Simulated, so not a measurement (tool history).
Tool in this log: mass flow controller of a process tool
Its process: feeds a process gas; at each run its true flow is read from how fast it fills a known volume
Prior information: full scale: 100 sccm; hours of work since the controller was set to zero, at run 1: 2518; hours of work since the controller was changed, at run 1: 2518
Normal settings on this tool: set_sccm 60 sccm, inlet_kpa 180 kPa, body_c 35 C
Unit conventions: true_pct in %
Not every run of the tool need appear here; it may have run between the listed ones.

run	hour	set_sccm	inlet_kpa	body_c	hours of work since the controller was set to zero	hours of work since the controller was changed	true_pct
1	0	60	180	35	2518	2518	98.6
2	332.7	60	180	35	2666	2666	98.77
3	698.9	60	180	28	2830	2830	99.66
4	1058.1	60	180	28	2990	2990	99.58
5	1401.1	60	180	28	3143	3143	99.64
6	1705.5	60	180	28	3279	3279	99.71
7	1939.2	35	180	35	3383	3383	98.56
8	2194.6	35	180	35	3497	3497	98.66
9	2358.9	60	180	35	3570	3570	99.05
10	2567.5	60	180	35	3664	3664	99.18
11	2884.7	60	180	35	3805	3805	99.23
12	3149.7	15	180	35	3923	3923	99.48
13	3351.2	60	142	35	4013	4013	99.24
14	3618.1	60	142	35	4132	4132	99.42
15	3827.2	60	180	35	4226	4226	99.44
# hour 3906.4: controller's zero set anew
16	4082.3	60	180	35	78	4339	98.69
17	4339.6	60	180	35	193	4454	98.77
18	4580.4	60	180	35	301	4561	98.9
19	4878.5	60	180	35	434	4694	98.9
20	5181.9	30	188	35	569	4830	98.23

Expected results for the next run?
21	5550.4	11	148	23	733	4994	?

true_pct: 99.76 %
With no hidden state in the tool, this same run would have given true_pct 98.09 %.
